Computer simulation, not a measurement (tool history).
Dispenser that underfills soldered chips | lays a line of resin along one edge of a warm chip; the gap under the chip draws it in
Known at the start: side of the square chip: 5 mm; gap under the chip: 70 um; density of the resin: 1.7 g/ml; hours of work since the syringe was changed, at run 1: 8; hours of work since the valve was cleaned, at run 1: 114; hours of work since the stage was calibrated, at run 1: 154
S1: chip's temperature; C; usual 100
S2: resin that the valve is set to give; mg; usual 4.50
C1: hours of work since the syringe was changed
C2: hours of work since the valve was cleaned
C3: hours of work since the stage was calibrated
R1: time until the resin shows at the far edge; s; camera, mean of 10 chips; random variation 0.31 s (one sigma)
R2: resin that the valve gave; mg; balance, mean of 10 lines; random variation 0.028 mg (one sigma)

run	hour	S1	S2	C1	C2	C3	R1	R2
1	0.0	100	4.50	8	114	154	14.2	4.11
# hour 0.6: new syringe of resin
2	2.8	100	4.50	2	116	156	9.1	4.11
3	5.3	99	4.50	4	118	158	10.8	4.08
4	10.3	100	4.50	8	122	162	13.4	4.11
# hour 11.9: new syringe of resin
5	13.7	100	4.18	1	125	164	9.2	3.81
# hour 16.6: dispensing valve cleaned and set on the balance
6	18.0	100	3.96	4	1	167	10.1	3.92
7	22.7	100	4.50	8	5	170	12.9	4.49
# hour 24.1: new syringe of resin
8	27.8	100	4.50	3	8	174	9.5	4.43
9	30.4	100	4.50	5	10	176	10.5	4.44
# hour 35.5: new syringe of resin
10	35.5	100	4.50	0	14	180	7.5	4.46
11	39.9	100	4.50	3	18	183	9.3	4.42
12	44.4	100	4.50	7	21	187	12.8	4.37
# hour 46.9: new syringe of resin
13	49.4	92	4.50	2	25	190	10.9	4.42
14	54.5	104	4.50	6	29	194	10.9	4.44
# hour 58.4: new syringe of resin
15	58.8	104	4.89	0	32	198	7.9	4.79
16	64.0	104	4.89	4	36	202	9.5	4.76
17	67.2	87	4.25	7	38	204	17.9	4.11
# hour 69.5: new syringe of resin
18	71.3	89	4.95	1	41	207	11.2	4.77
19	73.7	97	5.72	3	43	209	10.2	5.56
20	77.1	91	4.94	6	46	211	15.1	4.76
# hour 80.9: new syringe of resin
21	81.1	91	5.69	0	49	214	10.1	5.46
22	85.8	103	5.20	4	53	218	10.0	4.99
23	89.7	87	5.54	7	56	221	17.6	5.31
# hour 92.3: new syringe of resin
24	92.5	87	5.54	0	57	223	11.0	5.28
25	96.5	87	5.54	3	61	226	14.1	5.30

Forecast each of these 4 alternatives for the next run:
A	100.4	92	5.32	6	64	229	?	?
B	100.4	105	4.13	6	64	229	?	?
C	100.4	111	4.59	6	64	229	?	?
D	100.4	89	5.70	6	64	229	?	?

run	R1	R2
A	14.9	5.03
B	11.5	3.92
C	9.3	4.38
D	15.4	5.43
Without the tool's hidden state the same runs would have given:
run	R1	R2
A	9.8	5.27
B	7.5	4.11
C	6.0	4.59
D	9.9	5.69
